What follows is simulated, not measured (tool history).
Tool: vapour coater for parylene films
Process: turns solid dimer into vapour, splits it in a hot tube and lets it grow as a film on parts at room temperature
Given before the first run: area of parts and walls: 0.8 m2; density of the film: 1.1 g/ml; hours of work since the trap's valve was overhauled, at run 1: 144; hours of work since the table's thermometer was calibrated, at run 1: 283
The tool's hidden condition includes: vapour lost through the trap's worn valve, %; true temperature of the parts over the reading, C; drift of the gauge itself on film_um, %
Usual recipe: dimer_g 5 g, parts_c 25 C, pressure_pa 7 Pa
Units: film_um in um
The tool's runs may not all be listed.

| run | hour | dimer_g | parts_c | pressure_pa | hours of work since the trap's valve was overhauled | hours of work since the table's thermometer was calibrated | film_um |
|---|---|---|---|---|---|---|---|
| 1 | 0 | 5 | 25 | 7 | 144 | 283 | 3.58 |
| 2 | 16.2 | 5 | 22 | 7 | 151 | 290 | 3.76 |
| 3 | 33.2 | 5 | 22 | 7 | 159 | 298 | 3.71 |
| 4 | 43.8 | 5 | 29 | 7 | 163 | 302 | 3.26 |
| 5 | 62.1 | 5 | 29 | 7 | 171 | 310 | 3.25 |
| 6 | 71 | 5 | 29 | 7 | 175 | 314 | 3.24 |
| 7 | 83.7 | 5 | 29 | 7 | 181 | 320 | 3.23 |
| 8 | 93.7 | 5 | 29 | 7 | 185 | 324 | 3.24 |
| 9 | 110.2 | 5 | 29 | 7 | 192 | 331 | 3.18 |
|  | 112 | table's thermometer calibrated |
| 10 | 122.2 | 5 | 29 | 7 | 197 | 4 | 3.22 |
| 11 | 136.1 | 5 | 25 | 2.28 | 203 | 11 | 3.85 |
| 12 | 145.9 | 5 | 25 | 2.28 | 207 | 15 | 3.81 |
| 13 | 159 | 5 | 25 | 2.28 | 213 | 21 | 3.79 |
| 14 | 175.2 | 4 | 30 | 7 | 220 | 28 | 2.48 |
| 15 | 184 | 4 | 18 | 6.16 | 224 | 31 | 3.19 |
| 16 | 203.1 | 5 | 33 | 2.1 | 232 | 40 | 3.26 |
|  | 210.5 | table's thermometer calibrated, once more |
| 17 | 216.4 | 5 | 33 | 2.1 | 238 | 3 | 3.25 |
| 18 | 234.7 | 5 | 33 | 2.1 | 246 | 11 | 3.25 |
| 19 | 249 | 3 | 17 | 4.99 | 252 | 17 | 2.44 |
| 20 | 266.9 | 3 | 17 | 4.99 | 260 | 25 | 2.39 |
| 21 | 280 | 2 | 31 | 7 | 265 | 30 | 1.19 |
| 22 | 299.1 | 7 | 32 | 10.17 | 274 | 39 | 4.03 |
| 23 | 317.2 | 2 | 31 | 3.16 | 282 | 47 | 1.27 |
| 24 | 332.4 | 2 | 31 | 3.16 | 288 | 53 | 1.25 |
| 25 | 345.9 | 3 | 31 | 3.16 | 294 | 59 | 1.89 |
| 26 | 358.8 | 3 | 19 | 3.25 | 300 | 65 | 2.39 |

Per-run results on a tool with no hidden state, each run keeping its own random variation:
| run | film_um |
|---|---|
| 1 | 3.83 |
| 2 | 4.03 |
| 3 | 4 |
| 4 | 3.52 |
| 5 | 3.52 |
| 6 | 3.52 |
| 7 | 3.52 |
| 8 | 3.53 |
| 9 | 3.49 |
| 10 | 3.54 |
| 11 | 4.25 |
| 12 | 4.21 |
| 13 | 4.19 |
| 14 | 2.75 |
| 15 | 3.55 |
| 16 | 3.65 |
| 17 | 3.64 |
| 18 | 3.64 |
| 19 | 2.74 |
| 20 | 2.71 |
| 21 | 1.35 |
| 22 | 4.59 |
| 23 | 1.46 |
| 24 | 1.43 |
| 25 | 2.18 |
| 26 | 2.76 |
